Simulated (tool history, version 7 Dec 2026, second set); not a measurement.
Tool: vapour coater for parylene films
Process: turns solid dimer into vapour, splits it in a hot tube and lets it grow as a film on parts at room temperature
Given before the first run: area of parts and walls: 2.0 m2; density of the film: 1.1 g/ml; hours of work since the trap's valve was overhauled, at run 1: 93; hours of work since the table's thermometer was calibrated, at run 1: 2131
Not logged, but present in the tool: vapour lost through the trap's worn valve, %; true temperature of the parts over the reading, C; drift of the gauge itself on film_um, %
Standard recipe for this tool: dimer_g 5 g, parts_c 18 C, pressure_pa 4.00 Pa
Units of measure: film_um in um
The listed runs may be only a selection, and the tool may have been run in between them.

run,hour,dimer_g,parts_c,pressure_pa,hours of work since the trap's valve was overhauled,hours of work since the table's thermometer was calibrated,film_um
1,0.0,5,18,4.00,93,2131,1.82
# hour 28.4: table's thermometer calibrated
2,31.3,5,18,3.19,120,3,1.88
3,74.1,4,18,4.00,158,40,1.46
4,117.1,5,17,4.00,196,78,1.90
5,168.2,5,17,4.00,241,123,1.91
# hour 206.8: trap's valve overhauled
6,219.6,5,17,4.00,11,165,1.90

Expected results for the next run?
7,267.7,3,18,4.00,54,207,?

{"run 7": {"film_um": 1.1}}
Had the tool carried no hidden state, the very same run would have given film_um 1.10 um.
